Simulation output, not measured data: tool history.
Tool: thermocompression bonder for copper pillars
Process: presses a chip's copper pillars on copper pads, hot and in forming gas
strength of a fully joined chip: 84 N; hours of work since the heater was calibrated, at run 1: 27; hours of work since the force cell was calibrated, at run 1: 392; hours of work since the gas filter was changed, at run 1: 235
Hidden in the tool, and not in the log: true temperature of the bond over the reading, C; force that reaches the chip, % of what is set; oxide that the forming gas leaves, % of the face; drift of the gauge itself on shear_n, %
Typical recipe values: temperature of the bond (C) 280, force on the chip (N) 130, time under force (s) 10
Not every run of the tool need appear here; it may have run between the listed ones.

run    hour  temperature of the bond (C)  force on the chip (N)  time under force (s)  hours of work since the heater was calibrated  hours of work since the force cell was calibrated  hours of work since the gas filter was changed  force that shears a chip off (N)
  1       0                          280                    130                    10                                             27                                                392                                             235                                41
  2      31                          280                    130                    10                                             51                                                417                                             259                              41.4
  3    80.3                          280                    130                    10                                             90                                                455                                             298                              41.4
  4   138.9                          280                    130                    10                                            136                                                501                                             343                              41.2
      142.8  -- forming gas filter changed
  5   169.3                          280                    130                    10                                            159                                                525                                              21                              45.3
  6   210.6                          274                    130                    10                                            192                                                557                                              53                              41.5
  7   240.4                          274                    192                    10                                            215                                                580                                              76                                59
  8   281.1                          274                    192                    10                                            247                                                612                                             108                              59.3
  9   316.8                          274                    110                    10                                            275                                                640                                             136                              34.6
 10     359                          280                    160                    10                                            308                                                673                                             169                                54
 11   413.2                          280                    132                    10                                            350                                                715                                             212                              45.2
 12   475.5                          280                    132                    10                                            399                                                764                                             260                              45.2
 13   537.3                          280                    132                    10                                            447                                                812                                             309                                45
 14   581.8                          296                    111                    10                                            482                                                847                                             344                              45.7
        588  -- forming gas filter changed
 15   640.6                          296                    111                    10                                            528                                                893                                              41                              50.7
 16     692                          296                    111                    10                                            568                                                933                                              81                              51.4
 17   750.5                          260                    151                     5                                            614                                                979                                             127                              34.5
 18   788.7                          296                    166                    19                                            644                                               1009                                             157                              72.5
 19     836                          296                    154                    19                                            681                                               1046                                             194                                70
 20   899.6                          296                    154                    19                                            730                                               1096                                             244                              69.4
 21   929.2                          296                    154                    19                                            754                                               1119                                             267                              69.5
 22   956.9                          296                    154                    19                                            775                                               1140                                             289                              68.3
 23  1021.8                          256                    191                    19                                            826                                               1191                                             339                              56.7

Forecast run 24:
     1032.9  -- forming gas filter changed
 24  1073.1                          303                     93                    10                                            866                                               1231                                              31                                 ?

force that shears a chip off (N): 48.6
The same run, on a tool lacking any hidden state, would have yielded force that shears a chip off (N) 41.2.
